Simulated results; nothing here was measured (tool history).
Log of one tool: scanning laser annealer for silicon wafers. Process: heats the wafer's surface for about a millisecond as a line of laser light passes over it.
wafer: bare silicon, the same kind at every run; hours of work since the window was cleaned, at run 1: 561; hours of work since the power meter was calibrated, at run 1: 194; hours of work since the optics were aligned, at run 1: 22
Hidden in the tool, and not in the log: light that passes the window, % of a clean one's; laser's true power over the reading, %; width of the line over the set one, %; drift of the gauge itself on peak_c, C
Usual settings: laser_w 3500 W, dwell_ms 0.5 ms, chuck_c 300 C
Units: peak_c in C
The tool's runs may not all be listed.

run   hour  laser_w  dwell_ms  chuck_c  hours of work since the window was cleaned  hours of work since the power meter was calibrated  hours of work since the optics were aligned  peak_c
  1      0     3500       0.5      300                                         561                                                 194                                           22     980
  2   15.1     3821       0.5      300                                         569                                                 201                                           29    1056
  3   27.7     3821       0.5      300                                         575                                                 207                                           36    1056
  4   38.2     3500       0.5      300                                         580                                                 213                                           41     977
  5     62     3500      0.49      300                                         592                                                 225                                           53     968
  6   80.9     3500      0.49      300                                         602                                                 234                                           62     966
  7   92.5     3500      0.49      300                                         608                                                 240                                           68     969
  8  112.7     3500      0.49      300                                         618                                                 250                                           78     968
  9  123.8     3498       0.5      300                                         623                                                 256                                           84     972
 10  148.6     3500       0.5      300                                         636                                                 268                                           96     973
 11  164.5     3500       0.5      300                                         644                                                 276                                          104     970
       171  -- optics aligned, line set to its width
 12  185.5     3405       0.5      300                                         652                                                 284                                            7     948
 13  208.7     3405       0.5      300                                         663                                                 296                                           19     950
     223.2  -- optics aligned, line set to its width, once more
 14  236.1     3405       0.5      300                                         675                                                 307                                            6     951
 15  253.6     3405       0.5      312                                         683                                                 316                                           15     961
 16  272.1     3500     0.401      283                                         693                                                 325                                           25     872
 17  293.1     3128     0.434      275                                         703                                                 335                                           35     811
 18  305.9     3069     0.554      275                                         710                                                 342                                           42     877
 19  319.6     3069     0.554      275                                         716                                                 349                                           48     876
 20  343.3     3069     0.554      275                                         728                                                 361                                           60     876
 21  357.5     3089     0.443      284                                         736                                                 368                                           67     814
 22  380.1     3089     0.443      284                                         747                                                 379                                           79     816
 23  397.4     3240     0.487      300                                         755                                                 388                                           87     897
 24  409.5     3500     0.364      300                                         762                                                 394                                           93     857
 25  423.5     3414     0.567      315                                         769                                                 401                                          100    1012
 26  447.6     3414     0.567      305                                         781                                                 413                                          113    1001
 27  464.6     3735     0.461      288                                         789                                                 422                                          121     977
 28  486.7     3680     0.461      288                                         800                                                 433                                          132     963
 29  507.6     3680     0.461      288                                         811                                                 443                                          143     966

How the hidden state differs across the entries between the runs, from the last listed run before each to the first after it:
Between runs 11 and 12: optics aligned, line set to its width (hour 171)
  light that passes the window, % of a clean one's: 96.56 -> 96.52; width of the line over the set one, %: 0.53 -> 0.77
  measured less the result without the state, peak_c: -33 -> -33 C
Between runs 13 and 14: optics aligned, line set to its width, once more (hour 223.2)
  light that passes the window, % of a clean one's: 96.47 -> 96.42; laser's true power over the reading, %: 0.04 -> 0.05; width of the line over the set one, %: 0.82 -> 0.04
  measured less the result without the state, peak_c: -34 -> -31 C
